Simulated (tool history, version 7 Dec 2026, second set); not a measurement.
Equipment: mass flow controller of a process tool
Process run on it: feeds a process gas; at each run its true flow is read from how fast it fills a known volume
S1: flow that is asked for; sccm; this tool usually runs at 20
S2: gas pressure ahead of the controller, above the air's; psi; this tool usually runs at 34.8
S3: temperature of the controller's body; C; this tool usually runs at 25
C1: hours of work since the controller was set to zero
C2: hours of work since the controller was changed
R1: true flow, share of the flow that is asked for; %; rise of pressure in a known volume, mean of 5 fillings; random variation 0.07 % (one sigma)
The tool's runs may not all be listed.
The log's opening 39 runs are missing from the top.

run     hour  S1    S2  S3    C1    C2      R1
 40  13036.5   8  34.8  34  6392  6433  104.84
     13222.7  -- controller's zero set anew
 41  13284.7  22  39.7  32    44  6609  101.88
 42  13491.4  39  37.7  32   190  6755  102.59
 43  13681.7  39  23.1  22   325  6890  102.71
 44  14032.6  24  23.1  28   573  7138  102.97
       14238  -- controller exchanged for a calibrated one
 45  14349.9  20  23.1  33    79    79  100.08
 46  14584.3  20  30.2  27   245   245   99.55
 47  14816.5  20  30.2  27   409   409   99.62

5 ways to go on from here, each from the tool as it stands after run 47. What would each give?
  A  15017.9  33  37.9  40  552  552   ?
  B  15017.9  22  22.3  25  552  552   ?
  C  15017.9  37  34.8  25  552  552   ?
  D  15017.9  38  30.2  23  552  552   ?
  E  15017.9  14  25.4  38  552  552   ?

run      R1
  A  100.29
  B  100.13
  C   99.65
  D   99.88
  E  100.55
Had the tool no hidden state, the same runs would have come out as:
run      R1
  A   99.95
  B   99.75
  C   99.32
  D   99.55
  E  100.12
